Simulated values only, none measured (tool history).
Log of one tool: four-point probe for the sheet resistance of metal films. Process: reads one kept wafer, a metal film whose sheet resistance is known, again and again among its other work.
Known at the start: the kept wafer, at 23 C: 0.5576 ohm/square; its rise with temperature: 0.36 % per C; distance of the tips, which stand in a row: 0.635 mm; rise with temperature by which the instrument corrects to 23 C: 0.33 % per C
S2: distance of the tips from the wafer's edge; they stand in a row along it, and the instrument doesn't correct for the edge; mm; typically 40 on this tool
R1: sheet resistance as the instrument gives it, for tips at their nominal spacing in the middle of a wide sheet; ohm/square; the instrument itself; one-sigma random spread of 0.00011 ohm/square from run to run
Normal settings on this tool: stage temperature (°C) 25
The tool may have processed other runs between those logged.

{"run": 1, "hour": 0.0, "stage temperature (°C)": 25, "S2": 40, "R1": 0.56328}
{"run": 2, "hour": 23.6, "stage temperature (°C)": 34, "S2": 40, "R1": 0.565}
{"run": 3, "hour": 41.8, "stage temperature (°C)": 34, "S2": 37, "R1": 0.565056}
{"run": 4, "hour": 71.8, "stage temperature (°C)": 25, "S2": 40, "R1": 0.56318}
{"run": 5, "hour": 103.2, "stage temperature (°C)": 33, "S2": 40, "R1": 0.565215}
{"hour": 115.0, "done": "new probe head fitted"}
{"run": 6, "hour": 134.5, "stage temperature (°C)": 25, "S2": 40, "R1": 0.557576}
{"run": 7, "hour": 159.8, "stage temperature (°C)": 20, "S2": 40, "R1": 0.556341}
{"run": 8, "hour": 187.1, "stage temperature (°C)": 20, "S2": 40, "R1": 0.556644}
{"run": 9, "hour": 212.6, "stage temperature (°C)": 20, "S2": 40, "R1": 0.556491}
{"run": 10, "hour": 240.4, "stage temperature (°C)": 20, "S2": 40, "R1": 0.556563}
{"run": 11, "hour": 270.7, "stage temperature (°C)": 20, "S2": 40, "R1": 0.556557}
{"run": 12, "hour": 299.6, "stage temperature (°C)": 25, "S2": 13, "R1": 0.558289}
{"run": 13, "hour": 325.6, "stage temperature (°C)": 25, "S2": 13, "R1": 0.558006}
{"run": 14, "hour": 339.2, "stage temperature (°C)": 32, "S2": 40, "R1": 0.559333}
{"run": 15, "hour": 357.9, "stage temperature (°C)": 30, "S2": 40, "R1": 0.558745}
{"run": 16, "hour": 375.8, "stage temperature (°C)": 30, "S2": 40, "R1": 0.558787}
{"run": 17, "hour": 391.5, "stage temperature (°C)": 30, "S2": 40, "R1": 0.558992}
{"run": 18, "hour": 417.4, "stage temperature (°C)": 30, "S2": 40, "R1": 0.559071}
{"run": 19, "hour": 447.9, "stage temperature (°C)": 19, "S2": 40, "R1": 0.55692}
{"run": 20, "hour": 461.2, "stage temperature (°C)": 25, "S2": 29, "R1": 0.557932}
{"run": 21, "hour": 480.7, "stage temperature (°C)": 25, "S2": 74, "R1": 0.55801}
{"run": 22, "hour": 504.6, "stage temperature (°C)": 25, "S2": 40, "R1": 0.558162}
{"run": 23, "hour": 518.0, "stage temperature (°C)": 26, "S2": 40, "R1": 0.558346}
{"run": 24, "hour": 544.4, "stage temperature (°C)": 28, "S2": 8, "R1": 0.560628}

Forecast run 25:
{"run": 25, "hour": 570.2, "stage temperature (°C)": 18, "S2": 14, "R1": "?"}

Run 25 produced R1 0.557366 ohm/square.
On a tool with no hidden condition, and with the same random variation, this run would have come out at R1 0.557135 ohm/square.
